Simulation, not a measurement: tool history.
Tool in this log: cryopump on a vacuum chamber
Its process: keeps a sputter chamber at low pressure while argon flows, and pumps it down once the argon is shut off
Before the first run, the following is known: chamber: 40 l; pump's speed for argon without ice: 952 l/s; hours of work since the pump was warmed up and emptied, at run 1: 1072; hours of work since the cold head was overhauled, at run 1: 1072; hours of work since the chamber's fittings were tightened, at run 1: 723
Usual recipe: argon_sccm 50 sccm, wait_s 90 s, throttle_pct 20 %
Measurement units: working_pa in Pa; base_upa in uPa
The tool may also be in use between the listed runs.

run	hour	argon_sccm	wait_s	throttle_pct	hours of work since the pump was warmed up and emptied	hours of work since the cold head was overhauled	hours of work since the chamber's fittings were tightened	working_pa	base_upa
1	0.0	50	90	20	1072	1072	723	0.4684	3.43
2	98.2	21	90	20	1145	1145	796	0.1974	3.67
# hour 144.0: pump warmed up, emptied and cooled again
3	193.4	21	90	20	36	1211	863	0.1881	3.11
4	283.7	21	90	20	103	1278	929	0.1874	3.28
5	339.2	21	90	20	144	1319	970	0.1866	3.41
6	442.0	21	90	20	220	1395	1046	0.1898	3.74
7	507.3	87	90	20	268	1443	1094	0.7856	3.69
8	573.5	87	90	39	317	1492	1143	0.4089	3.94
9	669.8	50	203	20	388	1563	1214	0.4493	3.57
10	731.2	50	90	28	434	1608	1260	0.3258	4.18
11	812.8	50	90	28	494	1669	1320	0.3297	4.30
12	876.8	50	57	20	541	1716	1367	0.4561	5.14
13	945.6	55	90	20	592	1767	1418	0.4996	4.78
# hour 991.0: leaking fittings of the chamber tightened, without venting
14	1050.0	55	90	21	668	1842	44	0.4861	1.56
15	1144.8	55	213	20	738	1912	114	0.5101	1.07
16	1253.3	55	213	20	818	1993	194	0.5128	1.34
17	1362.8	55	213	20	899	2074	275	0.5154	1.57
18	1467.3	79	198	31	976	2151	352	0.4944	1.77
19	1568.4	31	198	16	1051	2225	427	0.3629	2.00
20	1631.4	67	90	16	1097	2272	473	0.7871	2.63
# hour 1738.6: pump warmed up, emptied and cooled again
21	1764.3	29	63	20	19	2366	567	0.2603	2.90
22	1838.0	29	63	20	73	2421	622	0.2591	3.03
23	1935.6	29	63	20	146	2493	694	0.2609	3.21
24	2025.0	59	66	33	212	2559	760	0.3263	3.27
25	2129.7	20	90	26	289	2636	837	0.1397	3.22
26	2242.9	20	90	26	373	2720	921	0.1405	3.51
27	2356.3	20	90	26	456	2804	1005	0.1419	3.75

Entry by entry between the runs, the difference in hidden state between the last listed run before and the first listed run after:
Run 2 -> run 3: pump warmed up, emptied and cooled again (hour 144.0)
  pump's speed, % of a pump's without ice: 76.8 -> 99; cold plate's temperature, K: 12.8 -> 12.83; leak into the chamber, uPa l/s: 1932 -> 2063
  measured value less the no-hidden-state value, working_pa: +0.0120 -> +0.0010 Pa; base_upa: +2.42 -> +1.88 uPa
Run 13 -> run 14: leaking fittings of the chamber tightened, without venting (hour 991.0)
  pump's speed, % of a pump's without ice: 87.4 -> 85.8; cold plate's temperature, K: 13.16 -> 13.2; leak into the chamber, uPa l/s: 3132 -> 449
  measured value less the no-hidden-state value, working_pa: +0.0165 -> +0.0190 Pa; base_upa: +3.58 -> +0.26 uPa
Run 20 -> run 21: pump warmed up, emptied and cooled again (hour 1738.6)
  pump's speed, % of a pump's without ice: 76.9 -> 99.4; cold plate's temperature, K: 13.44 -> 13.49; leak into the chamber, uPa l/s: 1254 -> 1438
  measured value less the no-hidden-state value, working_pa: +0.0405 -> +0.0019 Pa; base_upa: +1.44 -> +1.27 uPa

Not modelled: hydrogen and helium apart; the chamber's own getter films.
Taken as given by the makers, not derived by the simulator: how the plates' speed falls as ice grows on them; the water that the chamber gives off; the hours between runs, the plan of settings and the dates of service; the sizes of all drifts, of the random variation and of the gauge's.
